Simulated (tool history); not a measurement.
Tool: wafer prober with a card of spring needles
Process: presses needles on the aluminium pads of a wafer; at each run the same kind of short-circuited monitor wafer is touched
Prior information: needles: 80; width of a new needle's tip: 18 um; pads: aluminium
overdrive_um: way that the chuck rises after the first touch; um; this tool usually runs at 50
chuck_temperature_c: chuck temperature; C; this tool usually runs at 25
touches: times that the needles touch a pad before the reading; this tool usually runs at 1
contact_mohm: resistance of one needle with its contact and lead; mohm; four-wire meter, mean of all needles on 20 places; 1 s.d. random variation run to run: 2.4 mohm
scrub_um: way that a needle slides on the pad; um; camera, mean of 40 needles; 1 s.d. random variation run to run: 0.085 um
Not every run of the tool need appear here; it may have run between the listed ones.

Run 1, hour 0: usual settings. Result: contact_mohm 271 mohm, scrub_um 12.3 um.
At hour 15: tips cleaned on abrasive film.
Run 2, hour 23.2: usual settings. Result: contact_mohm 275 mohm, scrub_um 12.02 um.
At hour 29.4: tips cleaned on abrasive film.
At hour 39.8: height of the first contact set anew.
Run 3, hour 41.9: usual settings. Result: contact_mohm 269 mohm, scrub_um 12.33 um.
At hour 45: tips cleaned on abrasive film.
At hour 60: tips cleaned on abrasive film.
Run 4, hour 60.5: usual settings but overdrive_um 51 um. Result: contact_mohm 274 mohm, scrub_um 12.37 um.
At hour 73.9: tips cleaned on abrasive film.
Run 5, hour 84.8: usual settings but overdrive_um 51 um. Result: contact_mohm 278 mohm, scrub_um 12.37 um.
At hour 87.5: tips cleaned on abrasive film.
Run 6, hour 98.4: usual settings but overdrive_um 51 um. Result: contact_mohm 270 mohm, scrub_um 12.36 um.
At hour 102.2: tips cleaned on abrasive film.
Run 7, hour 114: usual settings but overdrive_um 51 um. Result: contact_mohm 275 mohm, scrub_um 12.37 um.
At hour 116.2: tips cleaned on abrasive film.
At hour 131.2: tips cleaned on abrasive film.
Run 8, hour 140.3: usual settings but overdrive_um 51 um. Result: contact_mohm 277 mohm, scrub_um 12.56 um.
At hour 145.4: tips cleaned on abrasive film.
Run 9, hour 154: usual settings but overdrive_um 51 um. Result: contact_mohm 271 mohm, scrub_um 12.42 um.
At hour 159.1: tips cleaned on abrasive film.
At hour 174: tips cleaned on abrasive film.
Run 10, hour 178.1: usual settings but overdrive_um 41 um. Result: contact_mohm 278 mohm, scrub_um 10.04 um.
At hour 189.6: tips cleaned on abrasive film.
Run 11, hour 195.2: usual settings but overdrive_um 41 um. Result: contact_mohm 280 mohm, scrub_um 10.06 um.
At hour 204.2: tips cleaned on abrasive film.
Run 12, hour 211: usual settings but overdrive_um 41 um. Result: contact_mohm 278 mohm, scrub_um 9.88 um.
At hour 218: tips cleaned on abrasive film.
At hour 233.5: tips cleaned on abrasive film.
Run 13, hour 234.5: usual settings but overdrive_um 41 um. Result: contact_mohm 275 mohm, scrub_um 9.94 um.
Run 14, hour 245: usual settings but overdrive_um 60 um. Result: contact_mohm 273 mohm, scrub_um 14.75 um.
At hour 247.7: tips cleaned on abrasive film.
At hour 262.4: tips cleaned on abrasive film.
Run 15, hour 268.3: usual settings but overdrive_um 60 um. Result: contact_mohm 274 mohm, scrub_um 14.64 um.
At hour 276.6: tips cleaned on abrasive film.
Run 16, hour 288.8: usual settings but overdrive_um 60 um. Result: contact_mohm 277 mohm, scrub_um 14.73 um.
At hour 290.5: tips cleaned on abrasive film.
At hour 304.3: tips cleaned on abrasive film.
Run 17, hour 307.5: usual settings but chuck_temperature_c 75 C. Result: contact_mohm 295 mohm, scrub_um 12.17 um.
At hour 319.2: tips cleaned on abrasive film.
Run 18, hour 327.6: usual settings but overdrive_um 69 um, chuck_temperature_c 55 C, touches 2. Result: contact_mohm 285 mohm, scrub_um 16.79 um.
At hour 333.5: tips cleaned on abrasive film.
Run 19, hour 340.7: usual settings but touches 2. Result: contact_mohm 272 mohm, scrub_um 12.17 um.
At hour 347: tips cleaned on abrasive film.
At hour 361.8: tips cleaned on abrasive film.
Run 20, hour 362.4: usual settings but overdrive_um 44 um, chuck_temperature_c 55 C, touches 2. Result: contact_mohm 283 mohm, scrub_um 10.75 um.
At hour 376.1: tips cleaned on abrasive film.
Run 21, hour 388.2: usual settings. Result: contact_mohm 276 mohm, scrub_um 12.18 um.
At hour 390.1: tips cleaned on abrasive film.
At hour 405.3: tips cleaned on abrasive film.
Run 22, hour 407.2: usual settings but chuck_temperature_c 56 C, touches 3. Result: contact_mohm 282 mohm, scrub_um 12.19 um.
At hour 419.3: tips cleaned on abrasive film.
Run 23, hour 426: usual settings but touches 3. Result: contact_mohm 274 mohm, scrub_um 12.18 um.
At hour 433.5: tips cleaned on abrasive film.
Run 24, hour 438.2: usual settings but overdrive_um 60 um, chuck_temperature_c 72 C, touches 2. Result: contact_mohm 289 mohm, scrub_um 14.59 um.
At hour 447.6: tips cleaned on abrasive film.
Run 25, hour 449.3: usual settings but overdrive_um 60 um, chuck_temperature_c 72 C, touches 2. Result: contact_mohm 287 mohm, scrub_um 14.63 um.
At hour 462.5: tips cleaned on abrasive film.
Run 26, hour 469.4: usual settings but overdrive_um 60 um, chuck_temperature_c 72 C, touches 2. Result: contact_mohm 285 mohm, scrub_um 14.83 um.
At hour 477.9: tips cleaned on abrasive film.
At hour 492.9: tips cleaned on abrasive film.
Run 27, hour 494.8: usual settings but overdrive_um 60 um, chuck_temperature_c 72 C, touches 2. Result: contact_mohm 285 mohm, scrub_um 14.56 um.
At hour 506.5: tips cleaned on abrasive film.
Run 28, hour 508.1: usual settings but overdrive_um 46 um, chuck_temperature_c 76 C, touches 2. Result: contact_mohm 297 mohm, scrub_um 11.27 um.
At hour 520.7: tips cleaned on abrasive film.
Run 29, hour 532.6: usual settings but overdrive_um 46 um, chuck_temperature_c 76 C, touches 2. Result: contact_mohm 293 mohm, scrub_um 11.32 um.
At hour 536.2: tips cleaned on abrasive film.
Run 30, hour 544: usual settings but overdrive_um 46 um, chuck_temperature_c 76 C, touches 2. Result: contact_mohm 293 mohm, scrub_um 11.33 um.
At hour 546.2: height of the first contact set anew.
At hour 550.3: tips cleaned on abrasive film.
Run 31, hour 560.7: usual settings but overdrive_um 32 um, chuck_temperature_c 97 C, touches 2. Result: contact_mohm 306 mohm, scrub_um 7.82 um.
At hour 564.7: tips cleaned on abrasive film.
At hour 579.5: tips cleaned on abrasive film.
Run 32, hour 584.5: usual settings but overdrive_um 60 um, chuck_temperature_c 32 C, touches 2. Result: contact_mohm 275 mohm, scrub_um 14.65 um.
At hour 594.4: tips cleaned on abrasive film.
Run 33, hour 603.6: usual settings but overdrive_um 62 um, chuck_temperature_c 38 C. Result: contact_mohm 276 mohm, scrub_um 15 um.

What if the next run were any one of these 3? Each begins from the tool's condition after run 33:
At hour 608.1: tips cleaned on abrasive film.
Run A, hour 616.8: usual settings but overdrive_um 55 um, chuck_temperature_c 61 C, touches 2. Result: contact_mohm ?, scrub_um ?.
At hour 608.1: tips cleaned on abrasive film.
Run B, hour 616.8: usual settings but overdrive_um 36 um, chuck_temperature_c 63 C, touches 2. Result: contact_mohm ?, scrub_um ?.
At hour 608.1: tips cleaned on abrasive film.
Run C, hour 616.8: usual settings but overdrive_um 36 um. Result: contact_mohm ?, scrub_um ?.

run  contact_mohm  scrub_um
  A           284     13.25
  B           295      8.75
  C           281      8.76
Had the tool no hidden state, the same runs would have come out as:
run  contact_mohm  scrub_um
  A           284     13.25
  B           294      8.75
  C           280      8.76

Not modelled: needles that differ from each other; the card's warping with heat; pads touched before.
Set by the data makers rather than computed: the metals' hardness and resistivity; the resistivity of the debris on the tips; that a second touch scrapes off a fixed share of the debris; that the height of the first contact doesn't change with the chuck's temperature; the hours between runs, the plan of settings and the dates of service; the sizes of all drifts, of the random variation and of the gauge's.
